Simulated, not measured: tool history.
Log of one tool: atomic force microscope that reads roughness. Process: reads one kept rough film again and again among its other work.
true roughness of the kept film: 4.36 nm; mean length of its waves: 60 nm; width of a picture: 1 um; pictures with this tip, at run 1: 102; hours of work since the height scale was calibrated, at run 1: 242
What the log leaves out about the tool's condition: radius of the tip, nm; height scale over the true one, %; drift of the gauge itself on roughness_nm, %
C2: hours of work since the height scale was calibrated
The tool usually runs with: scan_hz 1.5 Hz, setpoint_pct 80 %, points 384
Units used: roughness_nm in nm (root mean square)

run 1 day=0 | scan_hz=1.5 setpoint_pct=80 points=384 | pictures_with_this_tip=102 C2=242 | roughness_nm=3.433
run 2 day=0.696 | scan_hz=1.5 setpoint_pct=80 points=384 | pictures_with_this_tip=130 C2=253 | roughness_nm=3.356
run 3 day=1.254 | scan_hz=1.5 setpoint_pct=80 points=708 | pictures_with_this_tip=153 C2=262 | roughness_nm=3.335
run 4 day=1.742 | scan_hz=1.5 setpoint_pct=80 points=708 | pictures_with_this_tip=173 C2=269 | roughness_nm=3.293
-- day=2.008 new tip fitted
run 5 day=2.338 | scan_hz=1.5 setpoint_pct=80 points=384 | pictures_with_this_tip=14 C2=278 | roughness_nm=3.645
run 6 day=2.983 | scan_hz=1.5 setpoint_pct=80 points=384 | pictures_with_this_tip=40 C2=288 | roughness_nm=3.58
run 7 day=3.625 | scan_hz=1.5 setpoint_pct=61 points=384 | pictures_with_this_tip=66 C2=298 | roughness_nm=3.777
run 8 day=4.292 | scan_hz=1.5 setpoint_pct=80 points=873 | pictures_with_this_tip=94 C2=309 | roughness_nm=3.435
run 9 day=4.938 | scan_hz=1.5 setpoint_pct=80 points=513 | pictures_with_this_tip=120 C2=319 | roughness_nm=3.416
run 10 day=5.517 | scan_hz=1.17 setpoint_pct=80 points=513 | pictures_with_this_tip=144 C2=328 | roughness_nm=3.394
run 11 day=6.142 | scan_hz=1.17 setpoint_pct=80 points=513 | pictures_with_this_tip=169 C2=337 | roughness_nm=3.362
-- day=6.512 new tip fitted
run 12 day=6.542 | scan_hz=1.17 setpoint_pct=80 points=513 | pictures_with_this_tip=1 C2=343 | roughness_nm=3.778
run 13 day=6.946 | scan_hz=1.17 setpoint_pct=80 points=513 | pictures_with_this_tip=17 C2=349 | roughness_nm=3.718
run 14 day=7.492 | scan_hz=1.17 setpoint_pct=80 points=513 | pictures_with_this_tip=40 C2=358 | roughness_nm=3.657
run 15 day=8.092 | scan_hz=1.17 setpoint_pct=80 points=513 | pictures_with_this_tip=64 C2=367 | roughness_nm=3.599
-- day=8.167 height scale calibrated on a step standard
run 16 day=8.767 | scan_hz=1.44 setpoint_pct=80 points=384 | pictures_with_this_tip=90 C2=9 | roughness_nm=3.445
-- day=9.279 height scale calibrated on a step standard, once more
run 17 day=9.471 | scan_hz=1.44 setpoint_pct=80 points=384 | pictures_with_this_tip=117 C2=3 | roughness_nm=3.412
run 18 day=9.904 | scan_hz=1.44 setpoint_pct=80 points=384 | pictures_with_this_tip=135 C2=10 | roughness_nm=3.379
run 19 day=10.404 | scan_hz=1.5 setpoint_pct=80 points=631 | pictures_with_this_tip=155 C2=17 | roughness_nm=3.318
run 20 day=10.979 | scan_hz=1.5 setpoint_pct=66 points=384 | pictures_with_this_tip=179 C2=26 | roughness_nm=3.454
-- day=11.129 new tip fitted
run 21 day=11.488 | scan_hz=1.5 setpoint_pct=66 points=384 | pictures_with_this_tip=15 C2=34 | roughness_nm=3.878
run 22 day=12.05 | scan_hz=1.5 setpoint_pct=66 points=384 | pictures_with_this_tip=38 C2=43 | roughness_nm=3.832
run 23 day=12.579 | scan_hz=0.73 setpoint_pct=80 points=516 | pictures_with_this_tip=59 C2=51 | roughness_nm=3.791
run 24 day=13.204 | scan_hz=0.73 setpoint_pct=80 points=516 | pictures_with_this_tip=85 C2=61 | roughness_nm=3.685
run 25 day=13.708 | scan_hz=0.54 setpoint_pct=89 points=516 | pictures_with_this_tip=106 C2=68 | roughness_nm=3.61
run 26 day=14.158 | scan_hz=0.54 setpoint_pct=89 points=516 | pictures_with_this_tip=124 C2=75 | roughness_nm=3.57
run 27 day=14.742 | scan_hz=1.54 setpoint_pct=89 points=402 | pictures_with_this_tip=148 C2=85 | roughness_nm=3.158
run 28 day=15.196 | scan_hz=1.5 setpoint_pct=58 points=306 | pictures_with_this_tip=166 C2=92 | roughness_nm=3.598
-- day=15.625 new tip fitted
run 29 day=15.654 | scan_hz=3.23 setpoint_pct=68 points=384 | pictures_with_this_tip=1 C2=98 | roughness_nm=3.62
run 30 day=16.342 | scan_hz=1.96 setpoint_pct=68 points=472 | pictures_with_this_tip=29 C2=109 | roughness_nm=3.745
run 31 day=16.95 | scan_hz=1.96 setpoint_pct=68 points=472 | pictures_with_this_tip=54 C2=118 | roughness_nm=3.686
run 32 day=17.638 | scan_hz=2.3 setpoint_pct=60 points=384 | pictures_with_this_tip=82 C2=129 | roughness_nm=3.693
run 33 day=18.217 | scan_hz=2.3 setpoint_pct=60 points=384 | pictures_with_this_tip=106 C2=138 | roughness_nm=3.643
run 34 day=18.546 | scan_hz=3.34 setpoint_pct=60 points=955 | pictures_with_this_tip=119 C2=143 | roughness_nm=3.528
run 35 day=19.025 | scan_hz=0.63 setpoint_pct=79 points=384 | pictures_with_this_tip=139 C2=151 | roughness_nm=3.582
run 36 day=19.596 | scan_hz=0.63 setpoint_pct=79 points=384 | pictures_with_this_tip=162 C2=160 | roughness_nm=3.544
-- day=20.154 new tip fitted
run 37 day=20.154 | scan_hz=0.86 setpoint_pct=89 points=607 | pictures_with_this_tip=0 C2=168 | roughness_nm=3.713
run 38 day=20.888 | scan_hz=0.86 setpoint_pct=89 points=607 | pictures_with_this_tip=30 C2=179 | roughness_nm=3.626
run 39 day=21.204 | scan_hz=2.62 setpoint_pct=63 points=384 | pictures_with_this_tip=43 C2=184 | roughness_nm=3.689
run 40 day=21.892 | scan_hz=2.62 setpoint_pct=63 points=384 | pictures_with_this_tip=71 C2=195 | roughness_nm=3.635
run 41 day=22.275 | scan_hz=2.62 setpoint_pct=63 points=384 | pictures_with_this_tip=87 C2=201 | roughness_nm=3.579
run 42 day=22.838 | scan_hz=1.5 setpoint_pct=77 points=549 | pictures_with_this_tip=110 C2=210 | roughness_nm=3.454

Some steps in roughness_nm, run to run, broken into two amounts with sign: the step expected even without the hidden condition (settings, incoming material, random variation), and the rest, left for the hidden condition together with whatever gauge scatter is not in both the measured and the hidden-condition-free result:
Run 11 -> 12: new tip fitted. roughness_nm +0.416 nm (root mean square): hidden state +0.425, all else -0.009.
Run 20 -> 21: new tip fitted. roughness_nm +0.424 nm (root mean square): hidden state +0.443, all else -0.019.
Run 27 -> 28: scan_hz 1.54 -> 1.5, setpoint_pct 89 -> 58, points 402 -> 306. roughness_nm +0.44 nm (root mean square): hidden state -0.089, all else +0.529.
Run 28 -> 29: scan_hz 1.5 -> 3.23, setpoint_pct 58 -> 68, points 306 -> 384, new tip fitted. roughness_nm +0.022 nm (root mean square): hidden state +0.416, all else -0.394.
